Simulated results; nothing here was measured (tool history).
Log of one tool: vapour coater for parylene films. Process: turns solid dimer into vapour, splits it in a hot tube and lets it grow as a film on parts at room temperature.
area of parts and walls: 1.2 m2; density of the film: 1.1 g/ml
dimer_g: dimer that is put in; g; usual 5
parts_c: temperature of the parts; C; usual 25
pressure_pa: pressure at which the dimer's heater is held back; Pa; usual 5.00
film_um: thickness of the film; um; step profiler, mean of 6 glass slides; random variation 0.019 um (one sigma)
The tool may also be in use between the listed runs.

{"run": 1, "day": 0.0, "dimer_g": 5, "parts_c": 25, "pressure_pa": 5.0, "film_um": 2.34}
{"run": 2, "day": 1.167, "dimer_g": 5, "parts_c": 26, "pressure_pa": 5.0, "film_um": 2.2}
{"run": 3, "day": 1.796, "dimer_g": 5, "parts_c": 26, "pressure_pa": 5.0, "film_um": 2.2}
{"run": 4, "day": 2.717, "dimer_g": 5, "parts_c": 26, "pressure_pa": 5.0, "film_um": 2.19}
{"run": 5, "day": 3.625, "dimer_g": 5, "parts_c": 25, "pressure_pa": 5.0, "film_um": 2.24}
{"run": 6, "day": 4.758, "dimer_g": 5, "parts_c": 25, "pressure_pa": 5.0, "film_um": 2.25}
{"run": 7, "day": 5.588, "dimer_g": 5, "parts_c": 25, "pressure_pa": 5.0, "film_um": 2.23}
{"run": 8, "day": 6.271, "dimer_g": 5, "parts_c": 25, "pressure_pa": 5.92, "film_um": 2.17}
{"run": 9, "day": 7.262, "dimer_g": 5, "parts_c": 25, "pressure_pa": 5.92, "film_um": 2.15}
{"run": 10, "day": 8.35, "dimer_g": 9, "parts_c": 25, "pressure_pa": 5.92, "film_um": 3.87}
{"run": 11, "day": 9.446, "dimer_g": 9, "parts_c": 24, "pressure_pa": 2.87, "film_um": 4.41}
{"run": 12, "day": 10.238, "dimer_g": 9, "parts_c": 24, "pressure_pa": 2.87, "film_um": 4.39}
{"run": 13, "day": 11.075, "dimer_g": 9, "parts_c": 24, "pressure_pa": 2.87, "film_um": 4.32}
{"run": 14, "day": 12.3, "dimer_g": 9, "parts_c": 24, "pressure_pa": 7.31, "film_um": 3.81}
{"run": 15, "day": 13.117, "dimer_g": 3, "parts_c": 18, "pressure_pa": 7.05, "film_um": 1.65}
{"run": 16, "day": 13.867, "dimer_g": 4, "parts_c": 19, "pressure_pa": 10.2, "film_um": 1.97}
{"run": 17, "day": 14.954, "dimer_g": 5, "parts_c": 33, "pressure_pa": 4.2, "film_um": 1.56}
{"run": 18, "day": 15.758, "dimer_g": 8, "parts_c": 19, "pressure_pa": 6.8, "film_um": 4.18}
{"run": 19, "day": 16.417, "dimer_g": 8, "parts_c": 19, "pressure_pa": 6.8, "film_um": 4.1}

Forecast each of these 5 alternatives for the next run:
{"run": "A", "day": 17.342, "dimer_g": 3, "parts_c": 25, "pressure_pa": 5.0, "film_um": "?"}
{"run": "B", "day": 17.342, "dimer_g": 4, "parts_c": 33, "pressure_pa": 2.94, "film_um": "?"}
{"run": "C", "day": 17.342, "dimer_g": 5, "parts_c": 32, "pressure_pa": 5.0, "film_um": "?"}
{"run": "D", "day": 17.342, "dimer_g": 8, "parts_c": 22, "pressure_pa": 6.8, "film_um": "?"}
{"run": "E", "day": 17.342, "dimer_g": 7, "parts_c": 28, "pressure_pa": 9.59, "film_um": "?"}

run=A film_um=1.23
run=B film_um=1.27
run=C film_um=1.53
run=D film_um=3.57
run=E film_um=2.31
Without the tool's hidden state the same runs would have given:
run=A film_um=1.36
run=B film_um=1.40
run=C film_um=1.70
run=D film_um=3.95
run=E film_um=2.56

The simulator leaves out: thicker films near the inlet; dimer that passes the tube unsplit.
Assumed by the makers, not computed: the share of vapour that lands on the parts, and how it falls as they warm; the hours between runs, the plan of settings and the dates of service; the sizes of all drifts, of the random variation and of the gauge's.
